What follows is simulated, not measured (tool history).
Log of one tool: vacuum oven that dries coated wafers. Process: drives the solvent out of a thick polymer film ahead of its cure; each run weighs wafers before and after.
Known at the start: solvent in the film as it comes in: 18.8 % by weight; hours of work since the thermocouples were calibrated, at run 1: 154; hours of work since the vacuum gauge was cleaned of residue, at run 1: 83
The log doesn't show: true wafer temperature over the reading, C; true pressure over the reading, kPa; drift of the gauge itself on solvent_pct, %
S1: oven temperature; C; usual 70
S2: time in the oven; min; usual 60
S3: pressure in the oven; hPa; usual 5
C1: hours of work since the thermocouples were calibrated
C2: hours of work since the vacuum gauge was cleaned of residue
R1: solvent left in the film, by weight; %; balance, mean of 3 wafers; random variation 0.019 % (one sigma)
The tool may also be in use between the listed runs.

run 1 day=0 | S1=70 S2=60 S3=5 | C1=154 C2=83 | R1=1.97
run 2 day=0.462 | S1=70 S2=60 S3=5 | C1=162 C2=90 | R1=1.96
run 3 day=0.825 | S1=70 S2=60 S3=5 | C1=168 C2=97 | R1=1.93
run 4 day=1.308 | S1=70 S2=60 S3=5 | C1=177 C2=105 | R1=1.98
run 5 day=1.762 | S1=70 S2=60 S3=5 | C1=184 C2=112 | R1=1.92
run 6 day=2.2 | S1=70 S2=60 S3=5 | C1=192 C2=120 | R1=1.97
run 7 day=2.646 | S1=70 S2=60 S3=5 | C1=199 C2=127 | R1=1.95
run 8 day=3.217 | S1=81 S2=60 S3=5 | C1=209 C2=137 | R1=0.6
run 9 day=3.662 | S1=81 S2=60 S3=5 | C1=216 C2=145 | R1=0.63
run 10 day=4.225 | S1=81 S2=60 S3=5 | C1=226 C2=154 | R1=0.65
run 11 day=4.712 | S1=81 S2=60 S3=5 | C1=234 C2=162 | R1=0.6
run 12 day=5.154 | S1=81 S2=60 S3=5 | C1=242 C2=170 | R1=0.64
run 13 day=5.483 | S1=70 S2=60 S3=10.75 | C1=247 C2=175 | R1=2.62
run 14 day=5.996 | S1=70 S2=85 S3=5 | C1=256 C2=184 | R1=1.14
run 15 day=6.279 | S1=70 S2=60 S3=5.86 | C1=261 C2=189 | R1=2.04
run 16 day=6.717 | S1=70 S2=60 S3=5.86 | C1=268 C2=196 | R1=2.05
run 17 day=7.083 | S1=70 S2=60 S3=5.86 | C1=274 C2=202 | R1=2.04
run 18 day=7.517 | S1=70 S2=60 S3=5.86 | C1=282 C2=210 | R1=2.08
-- day=7.621 vacuum gauge cleaned of residue and calibrated
run 19 day=7.871 | S1=70 S2=60 S3=5.86 | C1=287 C2=4 | R1=2.07
run 20 day=8.504 | S1=70 S2=60 S3=5.86 | C1=297 C2=15 | R1=2.07
run 21 day=8.95 | S1=70 S2=60 S3=5.86 | C1=305 C2=22 | R1=2.04
run 22 day=9.554 | S1=70 S2=32 S3=5.86 | C1=315 C2=33 | R1=4.81
-- day=9.962 vacuum gauge cleaned of residue and calibrated, once more
run 23 day=10.104 | S1=70 S2=67 S3=3.31 | C1=323 C2=2 | R1=1.39
run 24 day=10.675 | S1=70 S2=67 S3=3.31 | C1=333 C2=12 | R1=1.39
run 25 day=11.012 | S1=74 S2=42 S3=6.91 | C1=339 C2=18 | R1=2.54
run 26 day=11.338 | S1=79 S2=51 S3=5 | C1=344 C2=23 | R1=1.01
run 27 day=11.779 | S1=79 S2=51 S3=5 | C1=352 C2=31 | R1=0.97
run 28 day=12.096 | S1=64 S2=45 S3=4.48 | C1=357 C2=36 | R1=4.56
run 29 day=12.604 | S1=81 S2=53 S3=6.85 | C1=366 C2=45 | R1=0.86
run 30 day=12.888 | S1=76 S2=37 S3=4.85 | C1=370 C2=49 | R1=2.43
run 31 day=13.179 | S1=76 S2=37 S3=4.85 | C1=375 C2=54 | R1=2.44
run 32 day=13.75 | S1=55 S2=94 S3=13.7 | C1=385 C2=64 | R1=5.41
run 33 day=14.325 | S1=55 S2=94 S3=13.7 | C1=395 C2=74 | R1=5.39
run 34 day=14.796 | S1=64 S2=64 S3=13.7 | C1=403 C2=82 | R1=4.13
run 35 day=15.108 | S1=64 S2=64 S3=13.7 | C1=408 C2=87 | R1=4.14
run 36 day=15.692 | S1=81 S2=89 S3=6.79 | C1=418 C2=97 | R1=0.54
run 37 day=16.067 | S1=81 S2=89 S3=6.79 | C1=424 C2=103 | R1=0.56
run 38 day=16.546 | S1=70 S2=74 S3=5 | C1=432 C2=111 | R1=1.35
run 39 day=16.833 | S1=70 S2=74 S3=5 | C1=437 C2=116 | R1=1.34
run 40 day=17.45 | S1=78 S2=60 S3=5 | C1=448 C2=127 | R1=0.83
run 41 day=17.708 | S1=78 S2=38 S3=3.75 | C1=452 C2=131 | R1=1.84
run 42 day=18.288 | S1=78 S2=30 S3=3.75 | C1=462 C2=141 | R1=2.79
run 43 day=18.688 | S1=78 S2=30 S3=3.75 | C1=468 C2=148 | R1=2.82
run 44 day=19.304 | S1=78 S2=30 S3=3.75 | C1=479 C2=158 | R1=2.81

Forecast each of these 5 alternatives for the next run:
run A day=19.592 | S1=70 S2=60 S3=11.38 | C1=484 C2=163 | R1=?
run B day=19.592 | S1=63 S2=46 S3=2.52 | C1=484 C2=163 | R1=?
run C day=19.592 | S1=56 S2=30 S3=5.06 | C1=484 C2=163 | R1=?
run D day=19.592 | S1=78 S2=30 S3=2.67 | C1=484 C2=163 | R1=?
run E day=19.592 | S1=69 S2=78 S3=6.1 | C1=484 C2=163 | R1=?

run=A R1=2.61
run=B R1=4.53
run=C R1=9.14
run=D R1=2.68
run=E R1=1.48
Without the tool's hidden state the same runs would have given:
run=A R1=2.64
run=B R1=4.58
run=C R1=9.18
run=D R1=2.71
run=E R1=1.49
